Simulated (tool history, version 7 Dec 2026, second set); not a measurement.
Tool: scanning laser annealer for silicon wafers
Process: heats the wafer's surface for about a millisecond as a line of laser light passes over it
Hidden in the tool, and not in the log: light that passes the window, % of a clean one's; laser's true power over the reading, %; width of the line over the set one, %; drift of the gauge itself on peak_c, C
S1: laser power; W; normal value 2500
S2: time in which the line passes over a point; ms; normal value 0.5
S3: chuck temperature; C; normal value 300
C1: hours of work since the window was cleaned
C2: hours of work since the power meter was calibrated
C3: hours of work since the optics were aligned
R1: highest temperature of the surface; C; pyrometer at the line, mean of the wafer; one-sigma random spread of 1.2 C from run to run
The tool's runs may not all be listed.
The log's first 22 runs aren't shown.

Run 23, day 35.129: usual settings but S3 324 C; C1 846; C2 2003; C3 1226. Result: R1 1000 C.
Run 24, day 36.771: usual settings but S2 0.488 ms, S3 284 C; C1 876; C2 2033; C3 1256. Result: R1 950 C.
At day 37: window over the wafer cleaned.
Run 25, day 37.938: usual settings but S2 0.488 ms, S3 284 C; C1 17; C2 2053; C3 1276. Result: R1 968 C.
Run 26, day 39.242: usual settings but S1 2491 W, S2 0.412 ms, S3 309 C; C1 41; C2 2077; C3 1300. Result: R1 931 C.
Run 27, day 40.158: usual settings but S1 2491 W, S2 0.412 ms, S3 309 C; C1 58; C2 2094; C3 1317. Result: R1 930 C.
Run 28, day 41.296: usual settings but S1 2491 W, S2 0.412 ms, S3 309 C; C1 79; C2 2115; C3 1338. Result: R1 931 C.
Run 29, day 42.579: usual settings but S1 2735 W, S2 0.35 ms, S3 330 C; C1 102; C2 2138; C3 1361. Result: R1 956 C.
Run 30, day 43.925: usual settings but S1 2622 W, S2 0.481 ms; C1 127; C2 2163; C3 1386. Result: R1 1011 C.
Run 31, day 45.65: usual settings but S1 2167 W, S3 301 C; C1 158; C2 2194; C3 1417. Result: R1 897 C.
Run 32, day 47.667: usual settings but S1 2303 W, S2 0.422 ms, S3 319 C; C1 195; C2 2231; C3 1454. Result: R1 895 C.
Run 33, day 49.042: usual settings but S1 2303 W, S2 0.422 ms, S3 318 C; C1 221; C2 2257; C3 1479. Result: R1 894 C.
Run 34, day 50.271: usual settings but S1 2303 W, S2 0.422 ms, S3 318 C; C1 243; C2 2279; C3 1502. Result: R1 897 C.
Run 35, day 51.458: usual settings but S1 2672 W, S2 0.392 ms, S3 274 C; C1 265; C2 2301; C3 1524. Result: R1 920 C.
At day 52.354: optics aligned, line set to its width.
Run 36, day 53.167: usual settings but S3 324 C; C1 292; C2 2328; C3 15. Result: R1 1017 C.
Run 37, day 54.958: usual settings but S3 324 C; C1 325; C2 2361; C3 48. Result: R1 1021 C.
Run 38, day 56.671: usual settings but S1 2600 W, S2 0.545 ms, S3 295 C; C1 357; C2 2393; C3 79. Result: R1 1052 C.
Run 39, day 57.821: usual settings but S3 312 C; C1 378; C2 2414; C3 100. Result: R1 1005 C.
Run 40, day 58.767: usual settings but S1 2237 W, S2 0.569 ms, S3 292 C; C1 395; C2 2431; C3 118. Result: R1 950 C.
Run 41, day 60.229: usual settings but S1 2237 W, S2 0.569 ms, S3 292 C; C1 422; C2 2458; C3 144. Result: R1 953 C.

Forecast each of these 4 alternatives for the next run:
Run A, day 61.092: usual settings but S1 2237 W, S2 0.482 ms, S3 328 C; C1 438; C2 2474; C3 160. Result: R1 ?.
Run B, day 61.092: usual settings but S1 2237 W, S2 0.437 ms, S3 309 C; C1 438; C2 2474; C3 160. Result: R1 ?.
Run C, day 61.092: usual settings but S2 0.593 ms; C1 438; C2 2474; C3 160. Result: R1 ?.
Run D, day 61.092: usual settings but S1 2413 W, S2 0.507 ms, S3 277 C; C1 438; C2 2474; C3 160. Result: R1 ?.

run    R1
  A   931
  B   882
  C  1057
  D   946
Stripped of hidden state, with their random variation kept, the same runs would have yielded:
run    R1
  A   940
  B   890
  C  1067
  D   955
